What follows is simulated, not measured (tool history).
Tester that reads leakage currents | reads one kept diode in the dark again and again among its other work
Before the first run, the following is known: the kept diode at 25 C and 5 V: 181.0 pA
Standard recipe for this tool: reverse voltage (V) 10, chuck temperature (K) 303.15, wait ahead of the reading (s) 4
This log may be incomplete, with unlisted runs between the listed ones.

| run | hour | reverse voltage (V) | chuck temperature (K) | wait ahead of the reading (s) | current that the tester gives (pA) |
|---|---|---|---|---|---|
| 1 | 0 | 10 | 303.15 | 4 | 376.95 |
| 2 | 38.3 | 10 | 312.15 | 4 | 769.92 |
| 3 | 86 | 10 | 293.15 | 4 | 164.46 |
| 4 | 160.2 | 10 | 293.15 | 4 | 164.46 |
| 5 | 244.8 | 10 | 293.15 | 4 | 164.92 |
| 6 | 329.6 | 10 | 293.15 | 4 | 164.67 |
| 7 | 397.8 | 10 | 303.15 | 4 | 376.65 |
| 8 | 474.2 | 10 | 303.15 | 4 | 376.92 |
| 9 | 520.1 | 10 | 299.15 | 4 | 272.19 |
| 10 | 589 | 10 | 303.15 | 4 | 377.35 |
| 11 | 635 | 10 | 303.15 | 4 | 375.91 |
| 12 | 696.9 | 10 | 303.15 | 4 | 376.39 |
| 13 | 752.1 | 10 | 303.15 | 4 | 378.79 |
| 14 | 818 | 10 | 303.15 | 4 | 376.42 |
| 15 | 855.2 | 10 | 303.15 | 4 | 376.26 |
| 16 | 905.5 | 10 | 303.15 | 4 | 377.05 |
| 17 | 956.6 | 10 | 303.15 | 4 | 376.38 |
| 18 | 1022.6 | 10 | 303.15 | 4 | 378.31 |
| 19 | 1076.9 | 10 | 303.15 | 4 | 376.64 |
| 20 | 1124.7 | 9.8 | 302.15 | 2.03 | 343.25 |
| 21 | 1169.2 | 19.2 | 312.15 | 1.44 | 1044.38 |
| 22 | 1206.9 | 19.2 | 312.15 | 1.44 | 1041.71 |
| 23 | 1276.5 | 10 | 332.15 | 5.25 | 3211.52 |
| 24 | 1357 | 5.4 | 332.15 | 5.25 | 2436.06 |
| 25 | 1432.2 | 5.4 | 332.15 | 5.25 | 2418.15 |
| 26 | 1476.6 | 5.4 | 332.15 | 5.25 | 2412.1 |
| 27 | 1545.2 | 5.4 | 312.15 | 3.25 | 570.1 |
| 28 | 1619 | 10 | 296.15 | 6.16 | 211.94 |
| 29 | 1678.8 | 1.9 | 322.15 | 0.66 | 732.78 |
| 30 | 1742.7 | 5.1 | 314.15 | 0.66 | 647.2 |
| 31 | 1797.6 | 11 | 298.15 | 0.36 | 269.95 |
| 32 | 1842 | 11 | 298.15 | 0.36 | 268.92 |
| 33 | 1905.9 | 6.7 | 327.15 | 4.52 | 1885.8 |
| 34 | 1953.7 | 5.2 | 309.15 | 9.12 | 441.14 |
|  | 1981.7 | chuck's temperature calibrated |
| 35 | 2020.8 | 16.3 | 306.15 | 4.59 | 633.35 |
| 36 | 2061.8 | 5.1 | 306.15 | 4 | 361.93 |
| 37 | 2121.9 | 5 | 306.15 | 4 | 358.65 |
| 38 | 2206.5 | 3 | 303.15 | 4 | 222.37 |

Alternative continuations, all from the tool just after run 38; predict every row:
| A | 2251.7 | 3 | 303.15 | 0.87 | ? |
| B | 2251.7 | 3 | 314.15 | 4 | ? |
| C | 2251.7 | 3.2 | 312.15 | 4 | ? |
| D | 2251.7 | 1.2 | 303.15 | 4 | ? |
| E | 2251.7 | 1.2 | 306.15 | 4 | ? |

| run | current that the tester gives (pA) |
|---|---|
| A | 222.44 |
| B | 520.33 |
| C | 463.63 |
| D | 143.7 |
| E | 182.91 |
With no hidden state in the tool, these same runs would have given:
| run | current that the tester gives (pA) |
|---|---|
| A | 216.28 |
| B | 508.69 |
| C | 452.88 |
| D | 140.19 |
| E | 178.67 |
